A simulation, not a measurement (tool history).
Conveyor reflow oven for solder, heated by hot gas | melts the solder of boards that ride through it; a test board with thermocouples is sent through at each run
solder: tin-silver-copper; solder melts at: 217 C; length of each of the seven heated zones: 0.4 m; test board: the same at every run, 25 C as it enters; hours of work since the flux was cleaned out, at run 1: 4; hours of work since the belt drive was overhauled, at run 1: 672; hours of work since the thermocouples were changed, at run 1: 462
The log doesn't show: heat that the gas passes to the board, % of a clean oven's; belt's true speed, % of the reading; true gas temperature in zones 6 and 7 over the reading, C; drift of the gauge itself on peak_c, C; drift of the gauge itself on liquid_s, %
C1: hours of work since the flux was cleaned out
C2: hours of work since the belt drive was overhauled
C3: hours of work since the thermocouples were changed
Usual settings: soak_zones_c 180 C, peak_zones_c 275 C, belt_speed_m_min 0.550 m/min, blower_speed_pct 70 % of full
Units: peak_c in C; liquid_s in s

run 1 day=0.000 | soak_zones_c=180 peak_zones_c=275 belt_speed_m_min=0.550 blower_speed_pct=70 | C1=4 C2=672 C3=462 | peak_c=264.7 liquid_s=77.4
run 2 day=1.696 | soak_zones_c=180 peak_zones_c=284 belt_speed_m_min=0.550 blower_speed_pct=70 | C1=22 C2=690 C3=480 | peak_c=272.1 liquid_s=81.5
run 3 day=3.071 | soak_zones_c=165 peak_zones_c=275 belt_speed_m_min=0.550 blower_speed_pct=70 | C1=37 C2=704 C3=494 | peak_c=263.0 liquid_s=71.2
run 4 day=4.071 | soak_zones_c=165 peak_zones_c=275 belt_speed_m_min=0.550 blower_speed_pct=70 | C1=48 C2=715 C3=505 | peak_c=261.9 liquid_s=70.3
run 5 day=5.208 | soak_zones_c=165 peak_zones_c=289 belt_speed_m_min=0.550 blower_speed_pct=70 | C1=60 C2=727 C3=517 | peak_c=276.1 liquid_s=77.6
-- day=6.571 belt drive overhauled, speed set with a stopwatch
run 6 day=7.200 | soak_zones_c=165 peak_zones_c=289 belt_speed_m_min=0.550 blower_speed_pct=70 | C1=79 C2=7 C3=536 | peak_c=275.5 liquid_s=77.2
run 7 day=8.608 | soak_zones_c=165 peak_zones_c=289 belt_speed_m_min=0.550 blower_speed_pct=70 | C1=94 C2=22 C3=551 | peak_c=276.4 liquid_s=77.5
run 8 day=10.729 | soak_zones_c=165 peak_zones_c=289 belt_speed_m_min=0.550 blower_speed_pct=70 | C1=116 C2=44 C3=573 | peak_c=275.8 liquid_s=76.9
run 9 day=11.879 | soak_zones_c=165 peak_zones_c=289 belt_speed_m_min=0.550 blower_speed_pct=70 | C1=128 C2=56 C3=586 | peak_c=275.5 liquid_s=76.9
run 10 day=12.762 | soak_zones_c=180 peak_zones_c=275 belt_speed_m_min=0.550 blower_speed_pct=70 | C1=138 C2=66 C3=595 | peak_c=264.3 liquid_s=76.3
run 11 day=13.779 | soak_zones_c=180 peak_zones_c=275 belt_speed_m_min=0.550 blower_speed_pct=70 | C1=149 C2=76 C3=606 | peak_c=265.5 liquid_s=77.0
run 12 day=15.812 | soak_zones_c=180 peak_zones_c=275 belt_speed_m_min=0.550 blower_speed_pct=70 | C1=170 C2=98 C3=627 | peak_c=264.5 liquid_s=76.7
run 13 day=17.567 | soak_zones_c=180 peak_zones_c=275 belt_speed_m_min=0.550 blower_speed_pct=70 | C1=189 C2=117 C3=646 | peak_c=264.2 liquid_s=76.9
run 14 day=19.058 | soak_zones_c=180 peak_zones_c=275 belt_speed_m_min=0.550 blower_speed_pct=70 | C1=205 C2=132 C3=662 | peak_c=263.6 liquid_s=77.0
run 15 day=21.083 | soak_zones_c=180 peak_zones_c=275 belt_speed_m_min=0.527 blower_speed_pct=62 | C1=226 C2=154 C3=683 | peak_c=263.3 liquid_s=79.7
run 16 day=22.988 | soak_zones_c=194 peak_zones_c=287 belt_speed_m_min=0.592 blower_speed_pct=54 | C1=246 C2=174 C3=703 | peak_c=271.4 liquid_s=79.6
run 17 day=24.988 | soak_zones_c=194 peak_zones_c=287 belt_speed_m_min=0.592 blower_speed_pct=54 | C1=267 C2=195 C3=725 | peak_c=271.6 liquid_s=80.1
run 18 day=26.446 | soak_zones_c=165 peak_zones_c=270 belt_speed_m_min=0.548 blower_speed_pct=58 | C1=283 C2=211 C3=740 | peak_c=254.9 liquid_s=64.7
run 19 day=28.425 | soak_zones_c=173 peak_zones_c=270 belt_speed_m_min=0.620 blower_speed_pct=86 | C1=304 C2=232 C3=761 | peak_c=258.6 liquid_s=62.9
run 20 day=29.850 | soak_zones_c=173 peak_zones_c=270 belt_speed_m_min=0.630 blower_speed_pct=86 | C1=319 C2=247 C3=776 | peak_c=258.5 liquid_s=60.9

The next listed run, before its measurement:
run 21 day=30.700 | soak_zones_c=170 peak_zones_c=283 belt_speed_m_min=0.487 blower_speed_pct=79 | C1=328 C2=256 C3=785 | peak_c=? liquid_s=?

peak_c: 274.8 C
liquid_s: 89.3 s
Without the tool's hidden state the same run would have given peak_c 275.2 C, liquid_s 89.4 s.

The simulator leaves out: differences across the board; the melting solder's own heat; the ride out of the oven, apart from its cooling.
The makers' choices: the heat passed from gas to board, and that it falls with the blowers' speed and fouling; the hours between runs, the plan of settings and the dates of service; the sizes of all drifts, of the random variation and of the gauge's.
